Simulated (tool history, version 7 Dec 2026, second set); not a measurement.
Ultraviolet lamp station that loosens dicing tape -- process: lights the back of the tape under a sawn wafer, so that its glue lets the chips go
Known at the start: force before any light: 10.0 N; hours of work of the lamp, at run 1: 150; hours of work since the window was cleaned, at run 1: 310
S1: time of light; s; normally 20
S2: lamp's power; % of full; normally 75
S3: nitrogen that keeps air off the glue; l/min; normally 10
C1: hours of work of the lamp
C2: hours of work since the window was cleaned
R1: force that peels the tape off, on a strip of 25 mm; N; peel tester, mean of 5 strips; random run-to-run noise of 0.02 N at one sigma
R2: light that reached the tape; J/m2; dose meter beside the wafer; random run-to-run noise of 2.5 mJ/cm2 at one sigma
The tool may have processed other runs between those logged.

run	hour	S1	S2	S3	C1	C2	R1	R2
1	0	20	75	10	150	310	1.299	2610
2	8.3	20	74	10	157	317	1.279	2540
3	15.2	12	75	10	162	322	2.912	1600
4	22.6	12	79	10	168	328	2.713	1620
5	35.3	12	79	10	178	338	2.798	1650
6	45.6	12	79	10	186	346	2.779	1590
7	54.3	12	79	10	193	353	2.785	1600
8	62.7	20	75	17	200	360	0.978	2480
9	68.5	40	74	11	205	364	0.218	4940
10	79.7	26	96	10	213	373	0.403	4150
11	88.2	39	65	8	220	380	0.478	4240

Expected results for the next run?
12	100.3	39	65	8	230	389	?	?

R1: 0.49 N
R2: 4150 J/m2
With the hidden condition absent and the run-to-run variation left alone, this run would have shown R1 0.284 N, R2 5020 J/m2.
